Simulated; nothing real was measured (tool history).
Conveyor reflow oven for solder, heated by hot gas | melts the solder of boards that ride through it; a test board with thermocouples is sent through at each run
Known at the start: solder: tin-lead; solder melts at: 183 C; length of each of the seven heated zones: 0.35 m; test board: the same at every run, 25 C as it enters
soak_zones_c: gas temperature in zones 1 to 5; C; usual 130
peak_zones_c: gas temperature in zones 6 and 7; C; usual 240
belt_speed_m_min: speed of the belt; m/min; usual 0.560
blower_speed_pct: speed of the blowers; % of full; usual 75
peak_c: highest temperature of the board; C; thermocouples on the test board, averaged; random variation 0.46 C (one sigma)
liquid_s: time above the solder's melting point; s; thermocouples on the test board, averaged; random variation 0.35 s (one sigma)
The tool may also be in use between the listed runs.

run	hour	soak_zones_c	peak_zones_c	belt_speed_m_min	blower_speed_pct	peak_c	liquid_s
1	0.0	130	240	0.560	75	221.2	57.2
2	25.1	130	240	0.629	75	217.4	47.4
3	47.1	130	240	0.629	75	217.9	47.3
4	67.5	130	240	0.629	75	217.6	46.8
5	82.1	130	240	0.629	75	218.1	46.5
6	111.7	130	240	0.629	75	218.2	47.2
7	135.8	131	240	0.560	75	222.1	57.4
# hour 159.5: flux residue cleaned out of gas plates and filters
8	159.5	130	240	0.560	75	222.1	57.5
9	179.8	130	240	0.560	75	221.8	56.9
10	205.7	130	247	0.560	75	228.2	60.6
11	220.7	130	240	0.560	75	221.5	56.8
12	240.7	130	240	0.560	75	222.3	57.5
13	267.9	130	240	0.560	75	222.6	56.8
14	292.1	130	240	0.560	75	222.0	56.7
15	313.2	130	240	0.560	75	221.5	57.2
16	339.9	130	240	0.560	75	222.1	57.1

Forecast run 17:
17	372.1	130	240	0.518	55	?	?

{"run 17": {"peak_c": 220.9, "liquid_s": 59.9}}
Without the tool's hidden state the same run would have given peak_c 220.8 C, liquid_s 59.8 s.
